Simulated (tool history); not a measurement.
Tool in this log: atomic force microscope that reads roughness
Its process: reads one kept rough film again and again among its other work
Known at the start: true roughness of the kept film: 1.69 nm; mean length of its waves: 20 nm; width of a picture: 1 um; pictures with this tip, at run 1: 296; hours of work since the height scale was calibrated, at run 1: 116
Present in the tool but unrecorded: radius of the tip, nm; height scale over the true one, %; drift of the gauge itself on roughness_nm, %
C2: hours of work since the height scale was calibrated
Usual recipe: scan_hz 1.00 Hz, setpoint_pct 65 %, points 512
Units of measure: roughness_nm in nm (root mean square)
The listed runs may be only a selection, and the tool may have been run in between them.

Run 1, day 0.000: usual settings; pictures with this tip 296; C2 116. Result: roughness_nm 1.513 nm (root mean square).
At day 0.250: new tip fitted.
Run 2, day 0.442: usual settings but scan_hz 2.30 Hz; pictures with this tip 6; C2 121. Result: roughness_nm 1.473 nm (root mean square).
Run 3, day 0.704: usual settings but scan_hz 2.30 Hz; pictures with this tip 14; C2 123. Result: roughness_nm 1.470 nm (root mean square).
Run 4, day 0.917: usual settings but scan_hz 2.30 Hz, points 383; pictures with this tip 21; C2 126. Result: roughness_nm 1.460 nm (root mean square).
Run 5, day 1.279: usual settings but scan_hz 2.30 Hz, points 383; pictures with this tip 33; C2 129. Result: roughness_nm 1.462 nm (root mean square).
Run 6, day 1.533: usual settings but scan_hz 2.30 Hz, points 383; pictures with this tip 41; C2 132. Result: roughness_nm 1.466 nm (root mean square).
Run 7, day 1.875: usual settings but scan_hz 2.30 Hz, points 383; pictures with this tip 52; C2 136. Result: roughness_nm 1.463 nm (root mean square).
Run 8, day 2.396: usual settings; pictures with this tip 68; C2 141. Result: roughness_nm 1.516 nm (root mean square).
Run 9, day 2.646: usual settings; pictures with this tip 76; C2 144. Result: roughness_nm 1.514 nm (root mean square).
Run 10, day 3.079: usual settings; pictures with this tip 90; C2 148. Result: roughness_nm 1.507 nm (root mean square).
Run 11, day 3.467: usual settings; pictures with this tip 103; C2 152. Result: roughness_nm 1.502 nm (root mean square).
Run 12, day 3.883: usual settings; pictures with this tip 116; C2 157. Result: roughness_nm 1.518 nm (root mean square).
Run 13, day 4.221: usual settings; pictures with this tip 127; C2 160. Result: roughness_nm 1.505 nm (root mean square).
Run 14, day 4.725: usual settings; pictures with this tip 143; C2 165. Result: roughness_nm 1.499 nm (root mean square).
Run 15, day 5.208: usual settings but scan_hz 2.23 Hz; pictures with this tip 158; C2 170. Result: roughness_nm 1.461 nm (root mean square).
Run 16, day 5.567: usual settings but scan_hz 2.23 Hz; pictures with this tip 170; C2 174. Result: roughness_nm 1.478 nm (root mean square).
Run 17, day 6.042: usual settings but points 326; pictures with this tip 185; C2 179. Result: roughness_nm 1.506 nm (root mean square).
Run 18, day 6.338: usual settings; pictures with this tip 194; C2 182. Result: roughness_nm 1.506 nm (root mean square).
Run 19, day 6.821: usual settings; pictures with this tip 210; C2 187. Result: roughness_nm 1.514 nm (root mean square).
Run 20, day 7.200: usual settings; pictures with this tip 222; C2 191. Result: roughness_nm 1.489 nm (root mean square).
Run 21, day 7.717: usual settings; pictures with this tip 238; C2 197. Result: roughness_nm 1.516 nm (root mean square).
Run 22, day 8.192: usual settings but points 851; pictures with this tip 253; C2 202. Result: roughness_nm 1.530 nm (root mean square).
Run 23, day 8.575: usual settings but scan_hz 1.80 Hz; pictures with this tip 266; C2 205. Result: roughness_nm 1.485 nm (root mean square).
Run 24, day 8.817: usual settings but scan_hz 1.80 Hz; pictures with this tip 273; C2 208. Result: roughness_nm 1.486 nm (root mean square).
Run 25, day 9.342: usual settings but points 507; pictures with this tip 290; C2 213. Result: roughness_nm 1.515 nm (root mean square).
Run 26, day 9.592: usual settings but points 507; pictures with this tip 298; C2 216. Result: roughness_nm 1.507 nm (root mean square).
At day 9.767: new tip fitted.
Run 27, day 10.017: usual settings; pictures with this tip 8; C2 220. Result: roughness_nm 1.504 nm (root mean square).
Run 28, day 10.308: usual settings; pictures with this tip 17; C2 223. Result: roughness_nm 1.511 nm (root mean square).
Run 29, day 10.750: usual settings but scan_hz 3.84 Hz, setpoint_pct 70 %; pictures with this tip 31; C2 228. Result: roughness_nm 1.382 nm (root mean square).
Run 30, day 11.004: usual settings but scan_hz 0.71 Hz, setpoint_pct 57 %; pictures with this tip 40; C2 231. Result: roughness_nm 1.523 nm (root mean square).
Run 31, day 11.275: usual settings but setpoint_pct 63 %, points 624; pictures with this tip 48; C2 233. Result: roughness_nm 1.528 nm (root mean square).
Run 32, day 11.579: usual settings but setpoint_pct 63 %, points 624; pictures with this tip 58; C2 237. Result: roughness_nm 1.523 nm (root mean square).
Run 33, day 12.046: usual settings but scan_hz 1.86 Hz, setpoint_pct 83 %, points 862; pictures with this tip 73; C2 241. Result: roughness_nm 1.402 nm (root mean square).
Run 34, day 12.275: usual settings but scan_hz 1.86 Hz, setpoint_pct 83 %, points 862; pictures with this tip 80; C2 244. Result: roughness_nm 1.397 nm (root mean square).
Run 35, day 12.742: usual settings but scan_hz 1.86 Hz, setpoint_pct 83 %, points 862; pictures with this tip 95; C2 249. Result: roughness_nm 1.406 nm (root mean square).
Run 36, day 13.158: usual settings but scan_hz 1.34 Hz, setpoint_pct 67 %, points 519; pictures with this tip 108; C2 253. Result: roughness_nm 1.493 nm (root mean square).
Run 37, day 13.671: usual settings but scan_hz 2.28 Hz, setpoint_pct 57 %, points 519; pictures with this tip 125; C2 258. Result: roughness_nm 1.492 nm (root mean square).
Run 38, day 14.100: usual settings but setpoint_pct 71 %, points 535; pictures with this tip 138; C2 263. Result: roughness_nm 1.506 nm (root mean square).
Run 39, day 14.512: usual settings but setpoint_pct 62 %, points 279; pictures with this tip 152; C2 267. Result: roughness_nm 1.491 nm (root mean square).
Run 40, day 14.854: usual settings but setpoint_pct 62 %, points 279; pictures with this tip 163; C2 271. Result: roughness_nm 1.492 nm (root mean square).
Run 41, day 15.133: usual settings but scan_hz 2.92 Hz, setpoint_pct 69 %, points 617; pictures with this tip 171; C2 274. Result: roughness_nm 1.431 nm (root mean square).
Run 42, day 15.588: usual settings but scan_hz 0.66 Hz, setpoint_pct 69 %, points 531; pictures with this tip 186; C2 278. Result: roughness_nm 1.521 nm (root mean square).
Run 43, day 16.075: usual settings but scan_hz 0.66 Hz, setpoint_pct 69 %, points 531; pictures with this tip 201; C2 284. Result: roughness_nm 1.521 nm (root mean square).

Predict the results of run 44:
Run 44, day 16.358: usual settings but scan_hz 0.66 Hz, setpoint_pct 69 %, points 531; pictures with this tip 211; C2 287. Result: roughness_nm ?.

{"run 44": {"roughness_nm": 1.51}}
Take away the tool's hidden state, keep the run-to-run variation as it was, and the same run would have given roughness_nm 1.512 nm (root mean square).
